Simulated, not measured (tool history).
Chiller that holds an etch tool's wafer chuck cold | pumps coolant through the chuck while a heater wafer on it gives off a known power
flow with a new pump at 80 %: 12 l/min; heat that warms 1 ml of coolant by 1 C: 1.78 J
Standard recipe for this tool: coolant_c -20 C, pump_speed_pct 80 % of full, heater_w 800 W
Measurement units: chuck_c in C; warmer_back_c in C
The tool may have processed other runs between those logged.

run	hour	coolant_c	pump_speed_pct	heater_w	chuck_c	warmer_back_c
1	0.0	-20	80	800	-14.28	2.38
2	110.8	-20	77	800	-13.97	2.48
3	181.2	-20	77	800	-14.21	2.44
4	230.0	-20	77	800	-14.05	2.43
5	308.9	-20	77	800	-14.01	2.42
6	384.9	-20	80	800	-14.07	2.35
7	457.4	-20	80	800	-14.18	2.37
8	572.2	-20	80	800	-14.07	2.36
9	643.5	-20	80	800	-13.99	2.37
10	694.4	-24	80	800	-18.17	2.38
# hour 704.7: chiller's thermometer calibrated
11	773.5	-20	80	868	-13.46	2.58
12	890.1	-20	80	868	-13.50	2.58
13	973.0	-20	80	868	-13.57	2.58
14	1033.1	-20	80	800	-13.87	2.38
# hour 1094.5: chiller's thermometer calibrated, once more
15	1094.5	-20	80	800	-14.33	2.41
16	1156.5	-20	80	800	-14.33	2.38
17	1228.3	-20	80	800	-14.33	2.37
18	1287.5	-20	80	819	-13.86	2.43
19	1351.0	-20	80	819	-14.06	2.47
20	1449.8	-29	87	658	-24.44	1.77
21	1539.5	-21	93	838	-15.53	2.17
22	1604.6	-20	80	699	-14.71	2.10
23	1694.2	-20	80	699	-15.07	2.07
24	1811.8	-20	70	623	-14.72	2.13
25	1916.8	-20	70	623	-14.89	2.13
26	2028.4	-20	70	623	-14.80	2.17
27	2098.3	-20	70	623	-14.86	2.15
28	2155.3	-14	74	430	-10.87	1.41
29	2244.3	-11	87	1084	-3.52	2.98
30	2334.6	-20	80	419	-16.71	1.24
31	2424.4	-20	80	419	-16.83	1.26
32	2538.8	-14	80	455	-10.58	1.40

Hidden state or all else? Some run-to-run changes of chuck_c, split into what the settings, what came in and random variation would give without the hidden state, and what is left for the hidden state (with any gauge scatter that isn't in both results):
The hidden state here: heat passed by the chuck's channels, % of clean ones'; flow at a given pump speed, % of a new pump's; coolant's true temperature over the reading, C; drift of the gauge itself on chuck_c, C; drift of the gauge itself on warmer_back_c, C.
Run 14 -> 15: chiller's thermometer calibrated, once more. chuck_c -0.46 C: hidden state -0.34, all else -0.12.
Run 19 -> 20: coolant_c -20 -> -29, pump_speed_pct 80 -> 87, heater_w 819 -> 658. chuck_c -10.38 C: hidden state -0.19, all else -10.19.
Run 20 -> 21: coolant_c -29 -> -21, pump_speed_pct 87 -> 93, heater_w 658 -> 838. chuck_c +8.91 C: hidden state +0.15, all else +8.76.
Run 28 -> 29: coolant_c -14 -> -11, pump_speed_pct 74 -> 87, heater_w 430 -> 1084. chuck_c +7.35 C: hidden state +0.66, all else +6.69.
Run 29 -> 30: coolant_c -11 -> -20, pump_speed_pct 87 -> 80, heater_w 1084 -> 419. chuck_c -13.19 C: hidden state -0.67, all else -12.52.
